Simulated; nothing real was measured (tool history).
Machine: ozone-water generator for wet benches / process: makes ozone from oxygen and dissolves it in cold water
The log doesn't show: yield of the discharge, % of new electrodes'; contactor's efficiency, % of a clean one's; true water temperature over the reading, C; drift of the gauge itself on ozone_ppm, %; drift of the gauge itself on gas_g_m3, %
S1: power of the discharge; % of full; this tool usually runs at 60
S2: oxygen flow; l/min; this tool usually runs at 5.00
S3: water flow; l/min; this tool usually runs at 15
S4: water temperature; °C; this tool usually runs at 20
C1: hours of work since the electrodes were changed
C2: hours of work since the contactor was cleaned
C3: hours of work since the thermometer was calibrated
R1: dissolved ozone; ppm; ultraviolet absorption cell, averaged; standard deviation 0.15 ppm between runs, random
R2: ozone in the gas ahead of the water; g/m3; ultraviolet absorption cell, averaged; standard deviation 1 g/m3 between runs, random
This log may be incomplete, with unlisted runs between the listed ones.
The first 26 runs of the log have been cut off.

run,hour,S1,S2,S3,S4,C1,C2,C3,R1,R2
27,1543.6,79,8.43,21,26,2142,990,1788,13.7,154.5
28,1618.1,68,4.89,11,21,2207,1055,1853,24.8,198.8
29,1656.9,60,5.00,15,20,2241,1089,1887,17.9,176.2
30,1693.6,73,7.99,11,22,2273,1121,1920,21.4,149.2
31,1738.9,60,5.00,17,27,2313,1161,1959,14.4,176.8
32,1806.6,51,3.90,15,20,2372,1220,2018,16.3,184.0
33,1846.8,60,7.93,9,19,2407,1256,2054,21.7,127.4
34,1884.5,60,3.65,14,20,2440,1289,2087,19.8,218.4

3 ways to go on from here, each from the tool as it stands after run 34. What would each give?
A,1947.8,67,3.65,14,20,2496,1344,2142,?,?
B,1947.8,48,6.27,15,13,2496,1344,2142,?,?
C,1947.8,60,3.65,14,19,2496,1344,2142,?,?

run,R1,R2
A,21.7,237.6
B,15.9,127.7
C,19.9,215.6
Without the tool's hidden state the same runs would have given:
run,R1,R2
A,23.1,247.5
B,16.8,131.5
C,21.1,223.8
